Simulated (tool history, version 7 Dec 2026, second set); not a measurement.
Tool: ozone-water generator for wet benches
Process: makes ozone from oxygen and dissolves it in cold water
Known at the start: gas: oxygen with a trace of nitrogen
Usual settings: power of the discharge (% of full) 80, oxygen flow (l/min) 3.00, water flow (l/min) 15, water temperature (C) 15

run	hour	power of the discharge (% of full)	oxygen flow (l/min)	water flow (l/min)	water temperature (C)	dissolved ozone (ppm)	ozone in the gas ahead of the water (g/m3)
1	0.0	80	3.00	15	15	16.3	155.1
2	73.6	80	3.00	15	15	16.5	153.4
3	185.8	80	3.00	15	15	16.3	153.4
4	246.0	80	3.00	15	15	16.5	152.1
5	314.8	80	3.00	15	15	16.5	154.1
6	360.3	86	3.00	15	15	17.2	160.1
7	414.6	80	3.00	20	15	13.0	153.5
8	480.9	80	3.00	20	15	12.8	152.7
# hour 497.6: water thermometer calibrated
9	546.9	80	2.83	15	15	16.6	159.0
10	607.7	56	3.00	15	15	13.3	123.8
11	659.1	56	3.00	15	15	13.5	124.6
12	705.3	80	3.00	15	15	16.3	153.1
13	793.7	80	3.00	15	15	16.5	153.1
14	885.2	80	3.00	15	15	16.7	153.8
15	993.5	80	3.00	15	15	16.4	153.6
16	1080.7	80	3.00	15	15	16.3	154.5
17	1177.7	80	3.00	15	17	16.2	153.9
18	1225.6	80	3.00	15	17	16.1	153.8
19	1310.9	90	3.35	24	19	11.8	155.5
20	1392.1	50	3.35	24	19	8.3	110.0
21	1448.3	50	2.22	24	14	7.8	137.8
22	1500.2	51	2.02	13	15	13.7	148.1
# hour 1566.1: contactor cleaned
23	1594.5	45	4.32	12	10	14.9	89.5
24	1666.7	45	4.32	12	10	14.7	88.2
25	1732.5	80	4.80	9	15	22.6	116.5
26	1781.1	55	4.24	12	15	15.6	100.9
27	1839.5	61	3.32	15	20	13.1	124.5
28	1906.5	44	4.09	13	12	13.4	90.4
29	2018.6	49	3.34	13	14	13.9	108.0
30	2082.6	49	3.34	13	14	13.8	107.7
31	2140.8	49	3.34	13	14	13.9	108.3
32	2216.4	79	5.12	11	7	22.7	113.3

Forecast each of these 5 alternatives for the next run:
A	2304.8	70	3.00	19	18	?	?
B	2304.8	79	5.12	11	22	?	?
C	2304.8	80	3.00	11	15	?	?
D	2304.8	80	1.55	16	13	?	?
E	2304.8	79	5.12	11	16	?	?

run	dissolved ozone (ppm)	ozone in the gas ahead of the water (g/m3)
A	12.2	139.9
B	17.3	112.0
C	20.6	154.6
D	14.3	222.4
E	19.4	114.5
Without the tool's hidden state the same runs would have given:
run	dissolved ozone (ppm)	ozone in the gas ahead of the water (g/m3)
A	12.2	140.0
B	17.3	112.1
C	20.6	154.7
D	14.3	222.6
E	19.4	114.6
